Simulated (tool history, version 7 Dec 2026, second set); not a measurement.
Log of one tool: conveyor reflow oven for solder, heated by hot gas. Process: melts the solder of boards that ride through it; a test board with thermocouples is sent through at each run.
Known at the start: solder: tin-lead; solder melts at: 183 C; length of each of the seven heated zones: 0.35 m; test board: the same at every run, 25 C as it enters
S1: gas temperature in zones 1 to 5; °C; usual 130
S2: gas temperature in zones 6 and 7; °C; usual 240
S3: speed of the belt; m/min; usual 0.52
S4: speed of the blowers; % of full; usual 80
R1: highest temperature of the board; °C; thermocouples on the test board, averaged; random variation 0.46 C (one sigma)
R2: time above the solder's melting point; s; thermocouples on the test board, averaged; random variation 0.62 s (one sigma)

run    day   S1   S2     S3  S4     R1    R2
  1      0  130  240   0.52  80  219.5  59.5
  2  0.583  130  240  0.425  80  226.5  78.6
  3  0.996  130  240  0.425  80  225.8  81.3
  4  1.346  130  240  0.425  80  225.2  79.4
  5  1.958  137  240   0.52  80  220.7  61.6
  6  2.571  130  240  0.542  80  217.5  54.6
  7  3.071  130  240   0.52  80  219.1  58.8
  8  3.667  130  240  0.615  80  211.9  43.5
  9  4.025  130  240  0.615  80    212  43.2
 10  4.467  130  240  0.615  80  211.8  42.4
 11  4.746  130  240  0.615  80  211.8  43.6
 12  5.133  124  253  0.609  76  219.1    48
 13  5.638  130  228  0.491  52  200.2  41.5
 14  6.246  130  228  0.491  52  201.7  41.6
 15  6.842  130  228  0.548  83    206  45.3
 16  7.375  120  228  0.475  83  209.9    54
 17  7.842  139  236   0.56  83  214.6  53.1

4 ways to go on from here, each from the tool as it stands after run 17. What would each give?
  A  8.267  139  233   0.56  74   ?   ?
  B  8.267  142  236   0.56  65   ?   ?
  C  8.267  139  233   0.52  59   ?   ?
  D  8.267  139  236  0.581  83   ?   ?

run     R1    R2
  A  209.5    49
  B  209.8  50.2
  C    208  49.7
  D  213.1  51.2
Without the tool's hidden state the same runs would have given:
run     R1    R2
  A  211.9  51.2
  B  212.1  52.4
  C  210.1  51.9
  D  215.7  53.3

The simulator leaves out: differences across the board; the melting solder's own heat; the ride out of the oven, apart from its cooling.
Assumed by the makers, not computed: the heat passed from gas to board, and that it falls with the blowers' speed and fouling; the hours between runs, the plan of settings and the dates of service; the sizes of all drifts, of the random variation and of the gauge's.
